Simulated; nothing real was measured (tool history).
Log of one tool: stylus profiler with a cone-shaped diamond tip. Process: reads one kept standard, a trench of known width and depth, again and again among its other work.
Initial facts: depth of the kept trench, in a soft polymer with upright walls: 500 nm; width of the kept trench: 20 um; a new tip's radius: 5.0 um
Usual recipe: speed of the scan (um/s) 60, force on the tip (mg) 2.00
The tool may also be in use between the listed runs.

run	hour	speed of the scan (um/s)	force on the tip (mg)	depth of the trench (nm)	width of the trench's floor (um)
1	0.0	60	2.00	505.29	14.80
2	46.1	60	2.00	505.09	14.76
3	79.9	60	4.72	509.80	14.92
4	138.6	60	4.72	509.82	14.89
5	164.9	60	1.48	503.99	14.73
6	207.0	60	1.48	504.07	14.68
7	258.1	60	2.00	505.13	14.77
8	300.9	60	2.00	505.18	14.72
9	333.4	60	2.00	505.04	14.73
10	392.8	60	2.00	505.02	14.74
11	439.6	60	2.00	505.04	14.72
12	488.4	60	0.94	502.69	14.59
13	542.7	60	0.94	502.67	14.47
14	584.9	73	2.00	504.80	14.59
15	636.2	73	2.00	504.93	14.59
16	686.1	73	2.00	504.57	14.57
17	710.2	60	4.09	508.62	14.77
18	762.1	60	4.09	508.49	14.73
19	795.0	60	2.00	504.73	14.65
20	850.5	60	2.00	504.79	14.63
21	888.8	60	2.00	504.84	14.67
22	927.3	60	2.00	504.73	14.55
23	984.0	60	1.95	504.63	14.59
24	1012.0	60	1.95	504.74	14.54
25	1065.8	48	2.00	504.81	14.65
26	1124.6	48	2.00	504.85	14.57
27	1165.9	138	4.02	508.49	14.31
28	1216.5	138	4.02	508.14	14.33
29	1263.1	138	4.02	508.08	14.33
30	1320.4	138	4.02	508.20	14.29
31	1374.3	60	0.78	501.84	14.31
32	1399.3	61	4.03	508.24	14.63
33	1443.4	153	2.16	505.22	13.93
34	1468.8	18	2.16	505.09	14.76
35	1510.9	135	1.06	502.93	13.70
36	1543.8	40	3.82	507.81	14.63
37	1578.1	64	1.02	502.20	14.26
38	1630.2	90	1.20	502.98	14.13
39	1654.3	90	1.20	502.69	14.02
40	1689.4	169	1.19	502.87	13.39
41	1715.3	169	1.19	503.05	13.45
42	1751.3	59	5.37	510.24	14.57
43	1787.2	59	5.37	510.11	14.54
44	1844.3	59	5.37	509.87	14.62
45	1889.7	25	3.41	507.05	14.65

For some of the steps in depth of the trench (nm) from one run to the next: how much would appear even if the tool had no hidden state, given the settings, what came in and random variation, and how much remains for the hidden state plus any gauge scatter that the measured result and the result without hidden state don't share?
Hidden conditions of the tool in this case: radius of the tip, um; height scale over the true one, %; drift of the gauge itself on depth_nm, %; drift of the gauge itself on floor_um, %.
Run 19 -> 20: nothing adjusted, nothing logged. depth of the trench (nm) +0.06: hidden state -0.03, all else +0.09.
Run 26 -> 27: speed of the scan (um/s) 48 -> 138, force on the tip (mg) 2.00 -> 4.02. depth of the trench (nm) +3.64: hidden state -0.03, all else +3.67.
Run 30 -> 31: speed of the scan (um/s) 138 -> 60, force on the tip (mg) 4.02 -> 0.78. depth of the trench (nm) -6.36: hidden state +0.00, all else -6.36.
Run 31 -> 32: speed of the scan (um/s) 60 -> 61, force on the tip (mg) 0.78 -> 4.03. depth of the trench (nm) +6.40: hidden state -0.02, all else +6.42.
Run 37 -> 38: speed of the scan (um/s) 64 -> 90, force on the tip (mg) 1.02 -> 1.20. depth of the trench (nm) +0.78: hidden state -0.03, all else +0.81.
Run 41 -> 42: speed of the scan (um/s) 169 -> 59, force on the tip (mg) 1.19 -> 5.37. depth of the trench (nm) +7.19: hidden state -0.03, all else +7.22.
